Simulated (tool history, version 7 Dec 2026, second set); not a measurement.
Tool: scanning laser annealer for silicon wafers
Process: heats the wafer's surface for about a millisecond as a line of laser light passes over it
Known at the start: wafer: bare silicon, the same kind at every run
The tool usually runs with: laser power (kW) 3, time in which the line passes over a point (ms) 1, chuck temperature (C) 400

run,hour,laser power (kW),time in which the line passes over a point (ms),chuck temperature (C),highest temperature of the surface (C)
1,0,3,1,400,1077
2,42.4,3,1,400,1076
3,107.2,3,1,400,1073
4,142.6,3,1,400,1078
5,194.4,3,1,400,1072
# hour 210: window over the wafer cleaned
6,235.2,3,0.7,400,937
7,275.7,3.193,0.7,416,998

What does the tool deliver on the next run?
8,345.7,3.193,0.7,416,?

Run 8 yielded highest temperature of the surface (C) 993.
Had the tool carried no hidden state, the very same run would have given highest temperature of the surface (C) 1046.

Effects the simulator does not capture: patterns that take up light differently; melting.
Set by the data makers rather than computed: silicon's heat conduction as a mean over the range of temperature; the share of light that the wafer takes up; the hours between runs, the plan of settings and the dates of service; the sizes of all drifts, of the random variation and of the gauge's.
